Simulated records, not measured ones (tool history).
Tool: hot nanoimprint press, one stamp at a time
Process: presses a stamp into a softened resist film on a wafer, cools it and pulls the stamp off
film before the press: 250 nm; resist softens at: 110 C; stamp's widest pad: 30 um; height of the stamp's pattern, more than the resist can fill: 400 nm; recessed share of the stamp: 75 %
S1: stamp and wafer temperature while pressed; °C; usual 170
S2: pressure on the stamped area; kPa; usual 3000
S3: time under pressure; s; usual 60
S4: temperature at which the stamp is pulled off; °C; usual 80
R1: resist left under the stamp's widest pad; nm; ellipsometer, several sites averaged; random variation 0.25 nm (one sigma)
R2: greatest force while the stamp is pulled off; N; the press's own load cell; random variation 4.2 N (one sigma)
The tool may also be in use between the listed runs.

run   hour   S1    S2  S3  S4     R1   R2
  1      0  170  3000  60  80  104.1  203
  2   30.7  170  3000  60  80  103.9  210
  3   52.2  170  3000  60  80  104.2  210
  4   93.3  170  3000  60  80  103.6  203
  5  127.8  170  3000  60  80  103.4  204
  6  168.5  170  3000  60  80  102.9  208
  7  194.5  170  3520  60  80   95.3  210
  8  215.9  170  3520  60  80   95.2  213
  9  251.8  170  3520  60  80   94.5  207
     266.7  -- stamp cleaned and given a new release coat
       272  -- plate thermocouple calibrated
 10  299.5  170  3520  60  80   94.5  201
 11  326.8  170  3520  60  80   94.2  207
 12    352  170  3000  60  80  102.2  205
 13  381.7  170  3000  60  80  102.1  206
 14    407  168  3000  60  80  111.4  202
 15  430.1  170  3000  43  80  115.1  203
       467  -- press's hydraulic seals changed and the load cell set to zero
 16  468.6  176  2710  34  73  104.1  230
 17  503.9  176  2710  34  73  103.5  232
 18  540.7  176  2710  34  73  103.1  232
 19    576  176  2710  93  73   70.3  231
     589.8  -- gauge calibrated
 20  603.9  168  2680  60  80  119.3  210
 21  639.9  175  1870  33  87  132.6  178
     666.5  -- plate thermocouple calibrated
 22  675.3  182  2370  84  73   63.9  233
 23  707.8  182  2230  84  73   65.3  237
 24  729.8  170  3000  54  80  107.6  207
 25  754.9  170  3640  56  80   95.7  200
 26  796.5  164  3000  67  74  128.1  235
 27  828.1  164  3000  67  74  127.9  225
     853.5  -- stamp cleaned and given a new release coat
 28  862.9  164  3000  67  67  127.4  248
 29  880.9  158  1900  60  86    192  174

3 ways to go on from here, each from the tool as it stands after run 29. What would each give?
  A  913.9  170  1900  60  86   ?   ?
  B  913.9  158  3530  60  86   ?   ?
  C  913.9  158  1900  34  86   ?   ?

run     R1   R2
  A  128.1  181
  B  156.9  181
  C  210.2  184
Without the tool's hidden state the same runs would have given:
run     R1   R2
  A    130  181
  B  159.3  181
  C  213.3  183
